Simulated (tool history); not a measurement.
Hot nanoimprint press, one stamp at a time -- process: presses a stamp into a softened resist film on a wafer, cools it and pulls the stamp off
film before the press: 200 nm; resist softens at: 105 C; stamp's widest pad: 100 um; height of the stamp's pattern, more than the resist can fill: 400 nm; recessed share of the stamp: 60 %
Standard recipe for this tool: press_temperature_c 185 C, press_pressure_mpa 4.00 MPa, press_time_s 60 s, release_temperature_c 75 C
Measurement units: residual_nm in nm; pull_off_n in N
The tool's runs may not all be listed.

run 1 hour=0.0 | press_temperature_c=185 press_pressure_mpa=4.00 press_time_s=60 release_temperature_c=75 | residual_nm=119.7 pull_off_n=212
run 2 hour=8.7 | press_temperature_c=185 press_pressure_mpa=4.00 press_time_s=60 release_temperature_c=75 | residual_nm=118.6 pull_off_n=221
run 3 hour=19.8 | press_temperature_c=185 press_pressure_mpa=4.00 press_time_s=60 release_temperature_c=75 | residual_nm=119.5 pull_off_n=223
run 4 hour=28.0 | press_temperature_c=185 press_pressure_mpa=4.43 press_time_s=60 release_temperature_c=75 | residual_nm=115.1 pull_off_n=215
run 5 hour=45.0 | press_temperature_c=185 press_pressure_mpa=4.43 press_time_s=60 release_temperature_c=75 | residual_nm=113.4 pull_off_n=213
run 6 hour=62.6 | press_temperature_c=185 press_pressure_mpa=4.00 press_time_s=60 release_temperature_c=75 | residual_nm=119.2 pull_off_n=218
run 7 hour=75.7 | press_temperature_c=185 press_pressure_mpa=4.00 press_time_s=60 release_temperature_c=75 | residual_nm=119.7 pull_off_n=226
run 8 hour=90.9 | press_temperature_c=185 press_pressure_mpa=4.00 press_time_s=60 release_temperature_c=75 | residual_nm=121.6 pull_off_n=219
run 9 hour=104.5 | press_temperature_c=185 press_pressure_mpa=4.00 press_time_s=33 release_temperature_c=75 | residual_nm=141.3 pull_off_n=231
run 10 hour=114.0 | press_temperature_c=185 press_pressure_mpa=4.00 press_time_s=33 release_temperature_c=75 | residual_nm=141.4 pull_off_n=229
run 11 hour=124.9 | press_temperature_c=185 press_pressure_mpa=4.00 press_time_s=33 release_temperature_c=75 | residual_nm=141.5 pull_off_n=232
run 12 hour=139.5 | press_temperature_c=185 press_pressure_mpa=4.00 press_time_s=33 release_temperature_c=75 | residual_nm=141.8 pull_off_n=230
run 13 hour=149.1 | press_temperature_c=177 press_pressure_mpa=4.03 press_time_s=110 release_temperature_c=73 | residual_nm=135.6 pull_off_n=241
run 14 hour=159.5 | press_temperature_c=195 press_pressure_mpa=3.49 press_time_s=119 release_temperature_c=66 | residual_nm=66.1 pull_off_n=283
run 15 hour=174.4 | press_temperature_c=195 press_pressure_mpa=3.49 press_time_s=119 release_temperature_c=66 | residual_nm=65.7 pull_off_n=287
run 16 hour=185.5 | press_temperature_c=195 press_pressure_mpa=3.49 press_time_s=119 release_temperature_c=66 | residual_nm=66.5 pull_off_n=299
run 17 hour=202.9 | press_temperature_c=185 press_pressure_mpa=6.29 press_time_s=58 release_temperature_c=75 | residual_nm=102.7 pull_off_n=243
run 18 hour=214.2 | press_temperature_c=183 press_pressure_mpa=3.25 press_time_s=58 release_temperature_c=75 | residual_nm=141.4 pull_off_n=238
run 19 hour=231.4 | press_temperature_c=174 press_pressure_mpa=4.90 press_time_s=66 release_temperature_c=75 | residual_nm=158.2 pull_off_n=238
-- hour=247.2 plate thermocouple calibrated
run 20 hour=247.6 | press_temperature_c=185 press_pressure_mpa=4.87 press_time_s=76 release_temperature_c=75 | residual_nm=92.7 pull_off_n=219
run 21 hour=261.2 | press_temperature_c=185 press_pressure_mpa=5.70 press_time_s=60 release_temperature_c=68 | residual_nm=94.1 pull_off_n=267
run 22 hour=278.0 | press_temperature_c=185 press_pressure_mpa=5.48 press_time_s=79 release_temperature_c=69 | residual_nm=86.4 pull_off_n=264

Measured minus without-hidden-state, run by run (identical run-to-run variation in each term; gauge scatter may differ):
Unlogged tool condition in this case: true temperature over the reading, C; pressure that arrives at the usual setting, %; grip of the stamp's worn release coat, % over a new coat's; drift of the gauge itself on residual_nm, %; drift of the gauge itself on pull_off_n, %.
run=1 residual_nm=+10.8 pull_off_n=+30
run=2 residual_nm=+11.0 pull_off_n=+31
run=3 residual_nm=+11.1 pull_off_n=+33
run=4 residual_nm=+11.2 pull_off_n=+32
run=5 residual_nm=+11.4 pull_off_n=+34
run=6 residual_nm=+11.5 pull_off_n=+36
run=7 residual_nm=+11.8 pull_off_n=+39
run=8 residual_nm=+12.1 pull_off_n=+39
run=9 residual_nm=+11.7 pull_off_n=+42
run=10 residual_nm=+11.8 pull_off_n=+42
run=11 residual_nm=+12.0 pull_off_n=+44
run=12 residual_nm=+12.2 pull_off_n=+45
run=13 residual_nm=+13.9 pull_off_n=+47
run=14 residual_nm=+7.9 pull_off_n=+54
run=15 residual_nm=+8.1 pull_off_n=+56
run=16 residual_nm=+8.3 pull_off_n=+60
run=17 residual_nm=+13.4 pull_off_n=+53
run=18 residual_nm=+13.4 pull_off_n=+52
run=19 residual_nm=+13.7 pull_off_n=+54
run=20 residual_nm=+1.4 pull_off_n=+38
run=21 residual_nm=+1.8 pull_off_n=+47
run=22 residual_nm=+1.9 pull_off_n=+47
